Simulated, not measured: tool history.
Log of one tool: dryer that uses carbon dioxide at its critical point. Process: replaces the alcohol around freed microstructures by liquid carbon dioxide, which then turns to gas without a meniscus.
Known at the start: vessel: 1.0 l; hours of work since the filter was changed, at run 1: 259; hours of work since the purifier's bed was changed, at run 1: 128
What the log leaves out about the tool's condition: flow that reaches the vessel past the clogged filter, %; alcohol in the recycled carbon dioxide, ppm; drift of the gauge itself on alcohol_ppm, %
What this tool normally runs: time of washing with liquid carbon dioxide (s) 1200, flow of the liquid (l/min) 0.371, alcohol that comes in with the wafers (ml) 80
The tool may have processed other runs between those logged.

run,hour,time of washing with liquid carbon dioxide (s),flow of the liquid (l/min),alcohol that comes in with the wafers (ml),hours of work since the filter was changed,hours of work since the purifier's bed was changed,alcohol left in the vessel before it's heated (ppm by volume)
1,0.0,1200,0.371,80,259,128,279
2,11.0,1200,0.371,80,265,134,289
3,26.1,1200,0.371,80,273,143,288
4,40.0,1200,0.371,80,281,150,279
5,54.0,720,0.371,80,289,158,2635
6,67.8,1080,0.371,80,296,165,500
# hour 75.8: inlet filter changed
7,78.1,1080,0.371,80,1,171,347
8,92.0,1080,0.472,80,9,178,88
9,103.3,960,0.230,80,15,184,4394
10,115.7,1260,0.595,58,22,191,29
11,124.1,1440,0.371,50,27,196,70
12,133.1,1380,0.240,44,31,201,599
13,149.2,1380,0.240,44,40,210,604
14,159.7,1380,0.240,44,46,215,599
15,168.7,1200,0.284,40,51,220,464
16,180.7,1200,0.372,66,58,227,176

What if the next run were any one of these 3? Each begins from the tool's condition after run 16:
A,191.6,1800,0.527,45,63,233,?
B,191.6,1860,0.372,85,63,233,?
C,191.6,1200,0.371,73,63,233,?

run,alcohol left in the vessel before it's heated (ppm by volume)
A,44
B,42
C,210
Had the tool no hidden state, the same runs would have come out as:
run,alcohol left in the vessel before it's heated (ppm by volume)
A,11
B,8
C,159
